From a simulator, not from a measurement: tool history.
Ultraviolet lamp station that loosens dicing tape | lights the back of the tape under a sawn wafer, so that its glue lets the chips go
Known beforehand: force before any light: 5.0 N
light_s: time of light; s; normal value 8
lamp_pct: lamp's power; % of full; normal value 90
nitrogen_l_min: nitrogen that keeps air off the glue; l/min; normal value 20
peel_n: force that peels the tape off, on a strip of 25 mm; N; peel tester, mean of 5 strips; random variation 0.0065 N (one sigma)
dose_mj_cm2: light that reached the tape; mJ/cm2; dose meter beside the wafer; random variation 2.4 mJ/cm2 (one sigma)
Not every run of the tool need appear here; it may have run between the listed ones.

run	day	light_s	lamp_pct	nitrogen_l_min	peel_n	dose_mj_cm2
1	0	8	90	20	0.237	220
2	0.529	8	75	20	0.318	179
3	1.246	6	90	20	0.355	160
4	1.708	8	90	20	0.25	215
5	2.4	8	90	31	0.212	215
6	3.158	8	90	31	0.225	211
7	3.542	8	90	10	0.346	213
8	4.308	8	90	10	0.357	203
9	4.983	8	90	20	0.263	206
10	5.588	8	90	15	0.291	208
11	5.979	8	90	15	0.292	205
12	6.738	8	90	15	0.302	203
13	7.221	6	90	20	0.401	154
14	7.85	8	90	8	0.454	201
15	8.496	8	90	8	0.429	197
16	9.079	8	90	22	0.247	201
17	9.579	8	90	22	0.243	197
18	10.288	8	90	22	0.255	197
19	10.979	6	90	20	0.43	145
20	11.35	5	90	20	0.573	122
21	11.683	5	90	20	0.577	121
22	12.188	5	90	20	0.595	120
23	12.704	9	90	20	0.245	212
24	13.154	9	90	20	0.243	213
25	13.55	5	68	20	0.976	89
26	13.938	9	79	27	0.252	184
27	14.483	14	90	38	0.184	325
28	15.154	8	90	15	0.332	185
29	15.588	8	82	15	0.407	170
30	16.288	12	80	16	0.229	246
31	16.979	8	80	18	0.373	166
# day 17.133: window cleaned of glue's vapour
32	17.612	8	79	22	0.313	172
33	18.312	8	79	17	0.364	169
34	19.029	13	79	7	0.302	274
35	19.446	13	79	24	0.196	274
36	20.025	13	79	24	0.197	273
37	20.642	7	79	19	0.444	148
38	21.221	7	79	19	0.46	145
39	21.558	7	79	19	0.463	142
40	22.288	4	90	20	0.912	92
41	22.954	8	90	7	0.53	183
42	23.638	8	69	20	0.472	138
43	24.233	16	90	20	0.182	359
44	24.688	14	90	16	0.192	311

How would selected steps in peel_n from run to run divide? Give the signed amount a tool lacking its hidden state would still show from settings, what came in and random variation, and the signed amount left for the hidden state, including any gauge scatter that is not in both of the compared results.
Hidden conditions of the tool in this case: lamp's light, % of a new lamp's; light that the window lets through, % of a clean one's; drift of the gauge itself on peel_n, %; drift of the gauge itself on dose_mj_cm2, %.
Run 24 -> 25: light_s 9 -> 5, lamp_pct 90 -> 68. peel_n +0.733 N: hidden state +0.333, all else +0.4.
Run 25 -> 26: light_s 5 -> 9, lamp_pct 68 -> 79, nitrogen_l_min 20 -> 27. peel_n -0.724 N: hidden state -0.325, all else -0.399.
Run 39 -> 40: light_s 7 -> 4, lamp_pct 79 -> 90, nitrogen_l_min 19 -> 20. peel_n +0.449 N: hidden state +0.198, all else +0.251.

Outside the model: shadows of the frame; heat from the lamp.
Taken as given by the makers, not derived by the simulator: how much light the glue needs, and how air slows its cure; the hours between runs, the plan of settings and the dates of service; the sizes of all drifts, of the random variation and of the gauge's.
